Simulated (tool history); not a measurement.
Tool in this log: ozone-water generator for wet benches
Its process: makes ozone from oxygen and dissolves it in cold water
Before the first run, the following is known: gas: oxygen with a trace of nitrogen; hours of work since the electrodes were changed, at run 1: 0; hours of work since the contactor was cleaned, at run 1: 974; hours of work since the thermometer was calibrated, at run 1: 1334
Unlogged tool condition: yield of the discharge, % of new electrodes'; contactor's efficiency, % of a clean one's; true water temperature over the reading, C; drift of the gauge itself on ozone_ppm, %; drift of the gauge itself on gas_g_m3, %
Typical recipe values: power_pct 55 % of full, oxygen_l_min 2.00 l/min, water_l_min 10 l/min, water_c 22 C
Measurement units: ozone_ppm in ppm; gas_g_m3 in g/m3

run,hour,power_pct,oxygen_l_min,water_l_min,water_c,hours of work since the electrodes were changed,hours of work since the contactor was cleaned,hours of work since the thermometer was calibrated,ozone_ppm,gas_g_m3
1,0.0,55,2.00,10,22,0,974,1334,17.3,195.3
2,167.5,55,2.00,10,22,152,1126,1486,17.1,196.2
3,314.6,55,2.00,10,22,285,1259,1619,17.1,196.8
4,510.1,55,2.00,10,22,463,1437,1797,16.7,194.4
5,621.7,55,2.00,10,18,564,1538,1898,17.3,192.6
# hour 632.2: water thermometer calibrated
6,814.7,55,2.00,10,18,739,1712,166,17.7,192.4
# hour 835.1: contactor cleaned
7,922.8,66,2.51,10,22,833,80,260,18.2,182.5
8,1028.0,66,2.51,10,22,928,175,355,17.9,179.4

Predict the results of run 9:
9,1194.3,79,1.25,13,17,1079,326,506,?,?

ozone_ppm: 16.1 ppm
gas_g_m3: 315.9 g/m3
Had the tool carried no hidden state, the very same run would have given ozone_ppm 17.4 ppm, gas_g_m3 336.8 g/m3.

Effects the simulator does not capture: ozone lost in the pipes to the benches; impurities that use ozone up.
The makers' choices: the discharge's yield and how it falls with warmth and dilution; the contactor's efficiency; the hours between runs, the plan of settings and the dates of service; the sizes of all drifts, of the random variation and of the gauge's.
